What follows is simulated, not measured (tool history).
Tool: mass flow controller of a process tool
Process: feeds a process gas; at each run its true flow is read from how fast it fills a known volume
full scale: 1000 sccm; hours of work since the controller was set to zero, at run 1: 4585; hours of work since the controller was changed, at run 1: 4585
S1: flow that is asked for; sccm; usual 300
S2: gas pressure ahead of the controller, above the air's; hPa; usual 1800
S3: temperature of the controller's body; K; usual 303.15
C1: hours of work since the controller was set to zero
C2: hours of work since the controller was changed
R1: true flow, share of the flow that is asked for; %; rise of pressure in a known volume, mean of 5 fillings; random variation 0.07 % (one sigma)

run 1 day=0 | S1=300 S2=1800 S3=303.15 | C1=4585 C2=4585 | R1=96.06
run 2 day=2.796 | S1=300 S2=1800 S3=303.15 | C1=4634 C2=4634 | R1=95.98
run 3 day=9.321 | S1=300 S2=1800 S3=294.15 | C1=4748 C2=4748 | R1=96.98
run 4 day=14.433 | S1=300 S2=1800 S3=294.15 | C1=4837 C2=4837 | R1=96.85
run 5 day=19.112 | S1=300 S2=1800 S3=303.15 | C1=4918 C2=4918 | R1=96.02
run 6 day=23.575 | S1=300 S2=1800 S3=296.15 | C1=4996 C2=4996 | R1=96.6
run 7 day=27.846 | S1=300 S2=2700 S3=296.15 | C1=5071 C2=5071 | R1=96.85
run 8 day=33.896 | S1=300 S2=1800 S3=302.15 | C1=5176 C2=5176 | R1=96
run 9 day=36.967 | S1=300 S2=1800 S3=302.15 | C1=5229 C2=5229 | R1=95.95
run 10 day=42.962 | S1=300 S2=1800 S3=303.15 | C1=5334 C2=5334 | R1=95.74
run 11 day=49.442 | S1=300 S2=1800 S3=303.15 | C1=5447 C2=5447 | R1=95.86
run 12 day=54.208 | S1=300 S2=1800 S3=303.15 | C1=5530 C2=5530 | R1=95.66
run 13 day=57.217 | S1=300 S2=1800 S3=303.15 | C1=5582 C2=5582 | R1=95.67
run 14 day=63.458 | S1=300 S2=1800 S3=303.15 | C1=5691 C2=5691 | R1=95.74
-- day=67.671 controller's zero set anew
run 15 day=69.621 | S1=301 S2=1800 S3=303.15 | C1=34 C2=5798 | R1=93.8
run 16 day=73.254 | S1=301 S2=1800 S3=303.15 | C1=97 C2=5861 | R1=93.73
run 17 day=78.592 | S1=114 S2=1800 S3=303.15 | C1=190 C2=5954 | R1=85.17
run 18 day=83.604 | S1=300 S2=1800 S3=303.15 | C1=278 C2=6042 | R1=93.74
run 19 day=86.304 | S1=300 S2=1800 S3=303.15 | C1=325 C2=6089 | R1=93.68
run 20 day=90.917 | S1=300 S2=1800 S3=303.15 | C1=405 C2=6169 | R1=93.65
run 21 day=96.554 | S1=112 S2=1770 S3=296.15 | C1=503 C2=6267 | R1=85.27
run 22 day=100.229 | S1=112 S2=1770 S3=296.15 | C1=567 C2=6331 | R1=85.25
run 23 day=102.904 | S1=300 S2=2400 S3=303.15 | C1=614 C2=6378 | R1=93.73
-- day=103.821 controller's zero set anew, once more
run 24 day=109.475 | S1=207 S2=1990 S3=296.15 | C1=99 C2=6492 | R1=99.19
run 25 day=114.862 | S1=139 S2=2730 S3=295.15 | C1=192 C2=6586 | R1=99.14
run 26 day=120.079 | S1=122 S2=2250 S3=300.15 | C1=283 C2=6677 | R1=98.32
run 27 day=124.417 | S1=409 S2=2550 S3=297.15 | C1=359 C2=6752 | R1=99.71
run 28 day=130.104 | S1=409 S2=2550 S3=295.15 | C1=458 C2=6851 | R1=99.91
run 29 day=136.5 | S1=409 S2=2550 S3=295.15 | C1=569 C2=6963 | R1=100.03
run 30 day=142.529 | S1=105 S2=2550 S3=307.15 | C1=674 C2=7068 | R1=97.25
run 31 day=145.175 | S1=160 S2=2550 S3=307.15 | C1=720 C2=7114 | R1=97.57
run 32 day=150.179 | S1=277 S2=2550 S3=307.15 | C1=808 C2=7201 | R1=98.21
run 33 day=155.258 | S1=277 S2=2550 S3=307.15 | C1=896 C2=7289 | R1=98.2
run 34 day=161.6 | S1=277 S2=2550 S3=307.15 | C1=1007 C2=7400 | R1=98.17
run 35 day=167.392 | S1=277 S2=2550 S3=307.15 | C1=1107 C2=7501 | R1=98.09
run 36 day=170.454 | S1=300 S2=1800 S3=308.15 | C1=1161 C2=7554 | R1=97.73

Hidden state or all else? Some run-to-run changes of R1, split into what the settings, what came in and random variation would give without the hidden state, and what is left for the hidden state (with any gauge scatter that isn't in both results):
The hidden state here: flow at rest that the sensor doesn't see, % of full scale; true flow over the shown one, %; drift of the gauge itself on true_pct, %.
Run 16 -> 17: S1 301 -> 114. R1 -8.56 %: hidden state -8.07, all else -0.49.
Run 17 -> 18: S1 114 -> 300. R1 +8.57 %: hidden state +8, all else +0.57.
Run 20 -> 21: S1 300 -> 112, S2 1800 -> 1770, S3 303.15 -> 296.15. R1 -8.38 %: hidden state -8.52, all else +0.14.
Run 22 -> 23: S1 112 -> 300, S2 1770 -> 2400, S3 296.15 -> 303.15. R1 +8.48 %: hidden state +8.54, all else -0.06.

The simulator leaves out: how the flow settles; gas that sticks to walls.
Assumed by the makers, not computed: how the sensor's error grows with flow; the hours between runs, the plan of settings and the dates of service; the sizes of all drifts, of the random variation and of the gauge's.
